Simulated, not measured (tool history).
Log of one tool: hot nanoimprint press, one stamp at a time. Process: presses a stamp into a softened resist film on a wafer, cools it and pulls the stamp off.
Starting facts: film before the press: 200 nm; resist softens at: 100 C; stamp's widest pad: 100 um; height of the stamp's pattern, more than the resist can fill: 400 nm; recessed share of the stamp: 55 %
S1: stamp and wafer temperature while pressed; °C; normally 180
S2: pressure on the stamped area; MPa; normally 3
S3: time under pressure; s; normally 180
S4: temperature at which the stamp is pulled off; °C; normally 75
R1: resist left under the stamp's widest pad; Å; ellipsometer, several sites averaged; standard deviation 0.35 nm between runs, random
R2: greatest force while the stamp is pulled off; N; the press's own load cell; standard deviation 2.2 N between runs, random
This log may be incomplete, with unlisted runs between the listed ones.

run 1 day=0 | S1=180 S2=3 S3=180 S4=75 | R1=970 R2=236
run 2 day=2.362 | S1=180 S2=3 S3=180 S4=75 | R1=969 R2=242
-- day=5.3 plate thermocouple calibrated
run 3 day=5.529 | S1=180 S2=3 S3=180 S4=75 | R1=963 R2=243
run 4 day=8.475 | S1=180 S2=3 S3=180 S4=75 | R1=969 R2=259
-- day=9.075 stamp cleaned and given a new release coat
run 5 day=12.725 | S1=180 S2=3 S3=180 S4=75 | R1=968 R2=224
run 6 day=16.388 | S1=178 S2=3 S3=180 S4=75 | R1=1036 R2=230
run 7 day=19.296 | S1=185 S2=3 S3=180 S4=75 | R1=861 R2=239
run 8 day=21.538 | S1=180 S2=3 S3=180 S4=75 | R1=986 R2=248
run 9 day=24.558 | S1=180 S2=3 S3=111 S4=75 | R1=1163 R2=255
-- day=26.912 stamp cleaned and given a new release coat
run 10 day=27.138 | S1=180 S2=3 S3=111 S4=75 | R1=1171 R2=217
-- day=28.525 plate thermocouple calibrated
run 11 day=30.071 | S1=180 S2=3 S3=180 S4=75 | R1=977 R2=224
run 12 day=33.017 | S1=180 S2=3 S3=180 S4=75 | R1=977 R2=228
run 13 day=36.962 | S1=180 S2=3 S3=180 S4=75 | R1=981 R2=237
run 14 day=40.204 | S1=180 S2=3 S3=180 S4=75 | R1=988 R2=250
run 15 day=44.092 | S1=173 S2=3 S3=102 S4=67 | R1=1399 R2=307
-- day=45.079 stamp cleaned and given a new release coat
run 16 day=46.883 | S1=180 S2=3 S3=102 S4=81 | R1=1202 R2=190
run 17 day=50.012 | S1=180 S2=3 S3=102 S4=81 | R1=1212 R2=196
-- day=51.462 plate thermocouple calibrated
run 18 day=54.321 | S1=180 S2=3 S3=102 S4=81 | R1=1181 R2=201
run 19 day=57.854 | S1=189 S2=3 S3=102 S4=74 | R1=944 R2=249
run 20 day=60.579 | S1=187 S2=3 S3=180 S4=75 | R1=819 R2=246
-- day=62.983 stamp cleaned and given a new release coat
run 21 day=64.529 | S1=187 S2=3 S3=180 S4=75 | R1=824 R2=219
run 22 day=66.233 | S1=179 S2=3 S3=133 S4=75 | R1=1130 R2=220
run 23 day=69.175 | S1=180 S2=3.05 S3=180 S4=75 | R1=1001 R2=233
run 24 day=71.054 | S1=178 S2=3.73 S3=180 S4=75 | R1=981 R2=231
-- day=74.304 plate thermocouple calibrated
run 25 day=74.692 | S1=183 S2=3 S3=180 S4=82 | R1=910 R2=200
run 26 day=78.329 | S1=183 S2=3 S3=180 S4=82 | R1=909 R2=204
-- day=81.158 stamp cleaned and given a new release coat
run 27 day=81.304 | S1=182 S2=3.24 S3=117 S4=81 | R1=1062 R2=183
run 28 day=83.058 | S1=182 S2=4.7 S3=117 S4=81 | R1=932 R2=190

Predict each of these 3 candidate next runs independently; none follows another, all start after run 28:
run A day=85.975 | S1=180 S2=1.89 S3=178 S4=72 | R1=? R2=?
run B day=85.975 | S1=171 S2=2.44 S3=91 S4=75 | R1=? R2=?
run C day=85.975 | S1=180 S2=4.18 S3=228 S4=75 | R1=? R2=?

run=A R1=1204 R2=240
run=B R1=1576 R2=225
run=C R1=808 R2=225
With the hidden condition removed and each run's random variation left untouched, the same runs would have given:
run=A R1=1161 R2=227
run=B R1=1530 R2=213
run=C R1=733 R2=214
